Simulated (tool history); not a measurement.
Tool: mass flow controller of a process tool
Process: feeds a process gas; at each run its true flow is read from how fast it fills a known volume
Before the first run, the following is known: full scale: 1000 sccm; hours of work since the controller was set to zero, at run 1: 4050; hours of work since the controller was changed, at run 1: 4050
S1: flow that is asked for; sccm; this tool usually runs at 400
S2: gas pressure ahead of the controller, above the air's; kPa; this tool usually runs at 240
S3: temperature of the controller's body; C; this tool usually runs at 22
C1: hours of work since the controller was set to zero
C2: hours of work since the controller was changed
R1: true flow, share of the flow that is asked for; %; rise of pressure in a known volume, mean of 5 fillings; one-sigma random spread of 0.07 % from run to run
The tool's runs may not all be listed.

run,hour,S1,S2,S3,C1,C2,R1
1,0,400,240,22,4050,4050,98.38
2,143.8,400,240,22,4105,4105,98.28
3,313.3,400,240,22,4171,4171,98.18
4,496.2,400,240,37,4242,4242,96.45
5,607.1,400,240,37,4285,4285,96.52
6,862.8,400,240,37,4384,4384,96.37
7,1110.2,400,240,37,4479,4479,96.3
8,1243.2,400,240,37,4531,4531,96.14
9,1380.1,516,240,22,4584,4584,98.33
10,1537,400,192,22,4645,4645,98.29
11,1721.7,400,192,22,4716,4716,98.18
12,1899.8,400,240,22,4785,4785,97.82
13,2036.8,400,240,22,4838,4838,97.74
14,2208.4,400,240,22,4904,4904,97.77
15,2417.8,578,240,22,4986,4986,98.05
16,2610.8,578,240,22,5060,5060,98.11
17,2769,400,256,22,5121,5121,97.37
18,2876.9,400,256,22,5163,5163,97.43
19,3029.5,400,240,22,5222,5222,97.41
20,3168.1,400,240,22,5276,5276,97.53
21,3280.8,194,177,22,5320,5320,97.24
22,3516.6,332,177,22,5411,5411,97.64
23,3724.6,332,177,22,5491,5491,97.54
24,3963,391,210,30,5584,5584,96.54
25,4220.1,291,164,38,5683,5683,95.42
26,4344.3,125,240,22,5731,5731,96.17
27,4551.8,400,240,23,5812,5812,96.87
28,4684.8,400,229,22,5863,5863,97.04
29,4835.8,217,156,29,5921,5921,96.12
30,5074.8,441,240,32,6014,6014,95.71
31,5328.5,569,186,20,6112,6112,98
# hour 5347.7: gauge calibrated
32,5449.8,569,186,20,6159,6159,99.38
33,5585.5,569,186,20,6212,6212,99.29
34,5755.1,117,186,24,6277,6277,97.69
35,5889.6,232,206,30,6329,6329,97.09
36,6142.1,417,163,22,6427,6427,98.74
37,6370.3,109,278,23,6515,6515,96.86
38,6495.5,109,183,20,6564,6564,97.69
39,6694.6,400,257,21,6641,6641,98.03
40,6934.9,400,257,21,6734,6734,97.83

Branching from run 40: 5 alternative next runs. What would each branch give?
A,7084.5,301,222,37,6792,6792,?
B,7084.5,339,200,22,6792,6792,?
C,7084.5,400,173,21,6792,6792,?
D,7084.5,400,213,26,6792,6792,?
E,7084.5,400,172,22,6792,6792,?

run,R1
A,95.89
B,97.92
C,98.4
D,97.54
E,98.41
Without the tool's unlogged condition, the same runs would have read:
run,R1
A,96.41
B,98.44
C,98.92
D,98.06
E,98.93
